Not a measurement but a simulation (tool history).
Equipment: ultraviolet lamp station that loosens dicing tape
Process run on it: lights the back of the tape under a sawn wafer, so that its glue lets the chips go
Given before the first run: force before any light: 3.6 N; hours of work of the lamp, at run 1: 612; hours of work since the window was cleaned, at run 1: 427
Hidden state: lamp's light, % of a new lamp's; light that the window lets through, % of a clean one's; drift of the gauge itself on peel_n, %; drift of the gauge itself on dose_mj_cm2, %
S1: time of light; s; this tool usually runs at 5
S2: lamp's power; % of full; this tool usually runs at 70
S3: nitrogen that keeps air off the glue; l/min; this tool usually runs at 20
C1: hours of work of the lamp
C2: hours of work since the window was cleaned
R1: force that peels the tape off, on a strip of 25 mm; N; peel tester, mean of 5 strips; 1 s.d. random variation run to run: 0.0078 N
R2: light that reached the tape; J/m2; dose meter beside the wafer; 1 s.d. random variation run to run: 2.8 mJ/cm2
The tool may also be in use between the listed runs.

run,hour,S1,S2,S3,C1,C2,R1,R2
1,0,5,70,20,612,427,0.299,3950
2,30.5,5,70,12,635,450,0.425,3920
3,64.1,5,70,20,661,476,0.297,3970
4,100,5,70,11,688,504,0.443,4000
5,139.9,5,70,11,719,534,0.454,3920
# hour 157.6: window cleaned of glue's vapour
6,162.5,5,70,20,736,4,0.301,3930
7,184,2,70,20,753,20,1.216,1560
8,211.3,2,70,20,774,41,1.204,1550
9,229.7,6,70,20,788,55,0.203,4700
10,265.5,6,70,20,815,83,0.222,4730
11,288.2,6,70,20,833,100,0.213,4750
12,322.4,6,70,20,859,127,0.211,4750
13,349.1,6,70,20,879,147,0.211,4660
14,372.4,6,77,20,897,165,0.178,5230
15,394.8,6,77,20,915,182,0.179,5130
16,433.3,6,77,20,944,212,0.188,5190
17,470.8,6,77,20,973,241,0.159,5170
18,489.3,6,77,20,987,255,0.188,5250
19,510.9,6,70,11,1004,272,0.312,4680
20,546.2,4,96,12,1031,299,0.348,4310
21,579.6,9,70,20,1057,324,0.124,7090
22,609.2,6,70,10,1079,347,0.33,4740
23,644.5,6,70,15,1106,374,0.254,4680
24,679.2,6,70,15,1133,401,0.252,4660
25,711.5,10,74,9,1158,426,0.129,8340
26,734.6,10,91,16,1176,443,0.095,10250
27,765.4,4,70,20,1199,467,0.458,3130
28,787.5,2,67,11,1216,484,1.577,1490
29,810.3,2,67,11,1234,502,1.545,1510
30,842.2,3,98,8,1258,526,0.704,3300
31,859.3,6,89,8,1272,539,0.238,6020
# hour 867.5: window cleaned of glue's vapour
32,896,9,88,31,1299,22,0.097,8960
33,928.8,6,70,6,1325,47,0.457,4680

Predict each of these 5 candidate next runs independently; none follows another, all start after run 33:
A,960.4,4,70,24,1349,71,?,?
B,960.4,8,67,32,1349,71,?,?
C,960.4,6,96,6,1349,71,?,?
D,960.4,7,87,6,1349,71,?,?
E,960.4,7,61,6,1349,71,?,?

run,R1,R2
A,0.42,3190
B,0.115,6010
C,0.252,6510
D,0.231,6820
E,0.454,4760
With no hidden state in the tool, these same runs would have given:
run,R1,R2
A,0.419,3190
B,0.115,6020
C,0.251,6520
D,0.23,6840
E,0.453,4770
